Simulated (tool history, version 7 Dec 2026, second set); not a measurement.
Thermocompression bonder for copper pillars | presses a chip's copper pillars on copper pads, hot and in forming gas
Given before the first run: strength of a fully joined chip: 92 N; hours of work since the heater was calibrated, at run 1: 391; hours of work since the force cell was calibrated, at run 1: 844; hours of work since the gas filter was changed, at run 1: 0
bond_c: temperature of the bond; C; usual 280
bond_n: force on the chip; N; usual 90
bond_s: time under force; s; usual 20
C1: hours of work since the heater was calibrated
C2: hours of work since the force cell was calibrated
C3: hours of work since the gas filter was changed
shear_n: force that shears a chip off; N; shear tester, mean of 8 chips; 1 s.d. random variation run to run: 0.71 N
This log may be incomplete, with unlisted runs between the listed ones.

{"run": 1, "hour": 0.0, "bond_c": 280, "bond_n": 90, "bond_s": 20, "C1": 391, "C2": 844, "C3": 0, "shear_n": 53.7}
{"run": 2, "hour": 56.2, "bond_c": 269, "bond_n": 90, "bond_s": 20, "C1": 415, "C2": 868, "C3": 24, "shear_n": 46.7}
{"run": 3, "hour": 107.2, "bond_c": 280, "bond_n": 90, "bond_s": 20, "C1": 436, "C2": 889, "C3": 45, "shear_n": 53.5}
{"run": 4, "hour": 186.8, "bond_c": 280, "bond_n": 90, "bond_s": 20, "C1": 470, "C2": 923, "C3": 78, "shear_n": 53.5}
{"run": 5, "hour": 266.9, "bond_c": 280, "bond_n": 90, "bond_s": 20, "C1": 503, "C2": 956, "C3": 112, "shear_n": 54.3}
{"run": 6, "hour": 327.0, "bond_c": 280, "bond_n": 90, "bond_s": 20, "C1": 528, "C2": 981, "C3": 137, "shear_n": 50.0}
{"run": 7, "hour": 378.4, "bond_c": 280, "bond_n": 90, "bond_s": 20, "C1": 550, "C2": 1003, "C3": 159, "shear_n": 50.0}
{"run": 8, "hour": 415.0, "bond_c": 280, "bond_n": 61, "bond_s": 20, "C1": 565, "C2": 1018, "C3": 174, "shear_n": 42.4}
{"run": 9, "hour": 474.8, "bond_c": 280, "bond_n": 61, "bond_s": 20, "C1": 590, "C2": 1044, "C3": 199, "shear_n": 41.8}
{"run": 10, "hour": 515.8, "bond_c": 280, "bond_n": 62, "bond_s": 20, "C1": 608, "C2": 1061, "C3": 216, "shear_n": 41.3}
{"hour": 524.0, "done": "forming gas filter changed"}
{"run": 11, "hour": 579.2, "bond_c": 280, "bond_n": 62, "bond_s": 20, "C1": 634, "C2": 1087, "C3": 23, "shear_n": 45.1}
{"run": 12, "hour": 634.8, "bond_c": 280, "bond_n": 62, "bond_s": 20, "C1": 657, "C2": 1110, "C3": 46, "shear_n": 43.7}
{"run": 13, "hour": 694.1, "bond_c": 280, "bond_n": 62, "bond_s": 20, "C1": 682, "C2": 1135, "C3": 71, "shear_n": 43.3}
{"run": 14, "hour": 729.1, "bond_c": 280, "bond_n": 90, "bond_s": 20, "C1": 697, "C2": 1150, "C3": 86, "shear_n": 51.0}
{"run": 15, "hour": 780.8, "bond_c": 282, "bond_n": 90, "bond_s": 20, "C1": 719, "C2": 1172, "C3": 108, "shear_n": 52.5}
{"run": 16, "hour": 828.2, "bond_c": 282, "bond_n": 90, "bond_s": 20, "C1": 739, "C2": 1192, "C3": 128, "shear_n": 51.5}
{"run": 17, "hour": 874.6, "bond_c": 282, "bond_n": 90, "bond_s": 20, "C1": 758, "C2": 1211, "C3": 147, "shear_n": 49.6}
{"run": 18, "hour": 928.8, "bond_c": 282, "bond_n": 90, "bond_s": 20, "C1": 781, "C2": 1234, "C3": 170, "shear_n": 50.9}
{"run": 19, "hour": 1007.8, "bond_c": 259, "bond_n": 123, "bond_s": 20, "C1": 814, "C2": 1267, "C3": 203, "shear_n": 40.7}
{"run": 20, "hour": 1043.5, "bond_c": 259, "bond_n": 123, "bond_s": 20, "C1": 829, "C2": 1282, "C3": 218, "shear_n": 39.7}
{"hour": 1050.4, "done": "forming gas filter changed"}
{"run": 21, "hour": 1092.1, "bond_c": 259, "bond_n": 123, "bond_s": 20, "C1": 849, "C2": 1302, "C3": 17, "shear_n": 43.3}
{"run": 22, "hour": 1139.7, "bond_c": 288, "bond_n": 124, "bond_s": 17, "C1": 869, "C2": 1322, "C3": 37, "shear_n": 61.7}
{"run": 23, "hour": 1190.8, "bond_c": 293, "bond_n": 88, "bond_s": 20, "C1": 890, "C2": 1343, "C3": 59, "shear_n": 60.1}
{"run": 24, "hour": 1254.2, "bond_c": 304, "bond_n": 88, "bond_s": 30, "C1": 917, "C2": 1370, "C3": 85, "shear_n": 71.5}
{"run": 25, "hour": 1330.2, "bond_c": 286, "bond_n": 90, "bond_s": 17, "C1": 949, "C2": 1402, "C3": 117, "shear_n": 48.9}
{"run": 26, "hour": 1402.9, "bond_c": 266, "bond_n": 62, "bond_s": 39, "C1": 979, "C2": 1432, "C3": 148, "shear_n": 41.7}
{"run": 27, "hour": 1477.9, "bond_c": 269, "bond_n": 76, "bond_s": 39, "C1": 1011, "C2": 1464, "C3": 179, "shear_n": 46.7}
{"run": 28, "hour": 1552.4, "bond_c": 269, "bond_n": 76, "bond_s": 39, "C1": 1042, "C2": 1495, "C3": 211, "shear_n": 46.1}
{"hour": 1577.1, "done": "forming gas filter changed"}
{"run": 29, "hour": 1634.9, "bond_c": 269, "bond_n": 76, "bond_s": 39, "C1": 1077, "C2": 1530, "C3": 24, "shear_n": 50.8}

Predict the results of run 30:
{"run": 30, "hour": 1682.8, "bond_c": 295, "bond_n": 79, "bond_s": 20, "C1": 1097, "C2": 1550, "C3": 44, "shear_n": "?"}

Run 30 measured shear_n 56.4 N.
Were there no unlogged condition in the tool, this run, its random variation unchanged, would have produced shear_n 63.3 N.
